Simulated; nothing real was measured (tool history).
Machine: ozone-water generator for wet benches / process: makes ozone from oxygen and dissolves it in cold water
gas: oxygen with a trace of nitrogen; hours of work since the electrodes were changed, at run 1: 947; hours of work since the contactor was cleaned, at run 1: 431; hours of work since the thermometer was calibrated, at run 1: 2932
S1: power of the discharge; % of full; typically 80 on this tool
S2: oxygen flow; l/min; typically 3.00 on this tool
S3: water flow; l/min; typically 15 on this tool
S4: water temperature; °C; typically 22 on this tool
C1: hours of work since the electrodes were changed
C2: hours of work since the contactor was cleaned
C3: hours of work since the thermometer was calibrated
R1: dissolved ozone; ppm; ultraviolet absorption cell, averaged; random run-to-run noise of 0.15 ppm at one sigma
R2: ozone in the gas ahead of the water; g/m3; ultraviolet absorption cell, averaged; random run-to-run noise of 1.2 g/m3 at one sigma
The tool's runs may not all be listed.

{"run": 1, "day": 0.0, "S1": 80, "S2": 3.0, "S3": 15, "S4": 22, "C1": 947, "C2": 431, "C3": 2932, "R1": 17.4, "R2": 205.9}
{"run": 2, "day": 1.85, "S1": 80, "S2": 3.0, "S3": 15, "S4": 22, "C1": 976, "C2": 459, "C3": 2960, "R1": 17.6, "R2": 207.0}
{"run": 3, "day": 4.5, "S1": 80, "S2": 3.0, "S3": 15, "S4": 22, "C1": 1016, "C2": 499, "C3": 3000, "R1": 18.0, "R2": 206.0}
{"run": 4, "day": 6.417, "S1": 80, "S2": 3.0, "S3": 15, "S4": 22, "C1": 1045, "C2": 528, "C3": 3029, "R1": 17.8, "R2": 206.8}
{"run": 5, "day": 9.392, "S1": 80, "S2": 3.0, "S3": 15, "S4": 22, "C1": 1090, "C2": 574, "C3": 3074, "R1": 17.8, "R2": 205.5}
{"run": 6, "day": 13.633, "S1": 80, "S2": 3.0, "S3": 15, "S4": 22, "C1": 1155, "C2": 638, "C3": 3139, "R1": 17.7, "R2": 206.1}
{"run": 7, "day": 15.396, "S1": 80, "S2": 3.0, "S3": 15, "S4": 22, "C1": 1182, "C2": 665, "C3": 3166, "R1": 17.4, "R2": 204.7}
{"run": 8, "day": 18.325, "S1": 80, "S2": 3.0, "S3": 15, "S4": 22, "C1": 1226, "C2": 709, "C3": 3210, "R1": 17.5, "R2": 204.4}
{"run": 9, "day": 22.004, "S1": 80, "S2": 3.0, "S3": 15, "S4": 22, "C1": 1282, "C2": 765, "C3": 3266, "R1": 17.7, "R2": 204.3}
{"run": 10, "day": 25.238, "S1": 80, "S2": 3.0, "S3": 15, "S4": 22, "C1": 1331, "C2": 814, "C3": 3315, "R1": 17.3, "R2": 204.6}
{"run": 11, "day": 28.992, "S1": 80, "S2": 3.0, "S3": 15, "S4": 22, "C1": 1388, "C2": 872, "C3": 3372, "R1": 17.4, "R2": 203.5}
{"run": 12, "day": 30.896, "S1": 80, "S2": 3.0, "S3": 15, "S4": 22, "C1": 1417, "C2": 900, "C3": 3401, "R1": 17.4, "R2": 204.1}
{"run": 13, "day": 33.692, "S1": 80, "S2": 3.0, "S3": 15, "S4": 22, "C1": 1460, "C2": 943, "C3": 3444, "R1": 17.6, "R2": 203.7}
{"run": 14, "day": 37.121, "S1": 80, "S2": 3.0, "S3": 15, "S4": 22, "C1": 1512, "C2": 995, "C3": 3496, "R1": 17.3, "R2": 202.0}
{"run": 15, "day": 40.054, "S1": 80, "S2": 3.0, "S3": 15, "S4": 22, "C1": 1556, "C2": 1040, "C3": 3541, "R1": 17.5, "R2": 203.4}
{"run": 16, "day": 44.096, "S1": 80, "S2": 3.0, "S3": 15, "S4": 22, "C1": 1618, "C2": 1101, "C3": 3602, "R1": 17.3, "R2": 204.2}
{"run": 17, "day": 47.6, "S1": 80, "S2": 3.0, "S3": 15, "S4": 22, "C1": 1671, "C2": 1154, "C3": 3655, "R1": 17.2, "R2": 200.9}
{"run": 18, "day": 51.675, "S1": 61, "S2": 3.0, "S3": 22, "S4": 22, "C1": 1733, "C2": 1216, "C3": 3717, "R1": 9.7, "R2": 165.0}
{"day": 55.354, "done": "water thermometer calibrated"}
{"run": 19, "day": 55.712, "S1": 76, "S2": 4.63, "S3": 24, "S4": 28, "C1": 1794, "C2": 1277, "C3": 5, "R1": 9.3, "R2": 143.0}
{"run": 20, "day": 58.162, "S1": 76, "S2": 4.63, "S3": 24, "S4": 28, "C1": 1831, "C2": 1315, "C3": 43, "R1": 9.1, "R2": 143.8}
{"run": 21, "day": 60.742, "S1": 80, "S2": 3.2, "S3": 12, "S4": 22, "C1": 1871, "C2": 1354, "C3": 82, "R1": 20.8, "R2": 190.7}
{"run": 22, "day": 64.454, "S1": 41, "S2": 3.0, "S3": 19, "S4": 19, "C1": 1927, "C2": 1410, "C3": 138, "R1": 8.9, "R2": 124.6}
{"run": 23, "day": 68.6, "S1": 41, "S2": 3.0, "S3": 19, "S4": 19, "C1": 1990, "C2": 1473, "C3": 201, "R1": 8.6, "R2": 124.9}
{"run": 24, "day": 71.142, "S1": 41, "S2": 3.0, "S3": 19, "S4": 19, "C1": 2029, "C2": 1512, "C3": 240, "R1": 8.6, "R2": 122.9}
{"run": 25, "day": 73.917, "S1": 41, "S2": 3.0, "S3": 19, "S4": 19, "C1": 2071, "C2": 1554, "C3": 282, "R1": 8.8, "R2": 124.2}
{"run": 26, "day": 75.888, "S1": 41, "S2": 3.0, "S3": 19, "S4": 19, "C1": 2101, "C2": 1584, "C3": 312, "R1": 8.5, "R2": 124.4}
{"run": 27, "day": 80.042, "S1": 46, "S2": 4.1, "S3": 15, "S4": 22, "C1": 2164, "C2": 1647, "C3": 375, "R1": 10.8, "R2": 107.8}
{"run": 28, "day": 82.308, "S1": 56, "S2": 3.12, "S3": 15, "S4": 22, "C1": 2198, "C2": 1682, "C3": 410, "R1": 13.1, "R2": 150.3}
{"run": 29, "day": 84.954, "S1": 41, "S2": 2.92, "S3": 15, "S4": 22, "C1": 2239, "C2": 1722, "C3": 450, "R1": 10.6, "R2": 125.8}
{"run": 30, "day": 87.142, "S1": 41, "S2": 2.92, "S3": 15, "S4": 22, "C1": 2272, "C2": 1755, "C3": 483, "R1": 10.5, "R2": 126.6}
{"run": 31, "day": 91.104, "S1": 41, "S2": 2.92, "S3": 15, "S4": 22, "C1": 2332, "C2": 1815, "C3": 543, "R1": 10.7, "R2": 125.6}
{"run": 32, "day": 93.633, "S1": 74, "S2": 1.93, "S3": 12, "S4": 25, "C1": 2371, "C2": 1854, "C3": 582, "R1": 19.6, "R2": 252.5}

Take each entry between the runs: how does the hidden state at the last listed run before it differ from the hidden state at the first listed run after it?
In the gap between runs 18 and 19: water thermometer calibrated (day 55.354)
  yield of the discharge, % of new electrodes': 95.2 -> 95.1; contactor's efficiency, % of a clean one's: 96.3 -> 96.2; true water temperature over the reading, C: 0.09 -> 0.01
  measured less the result without the state, R1: -0.7 -> -0.7 ppm; R2: -7.4 -> -7.9 g/m3
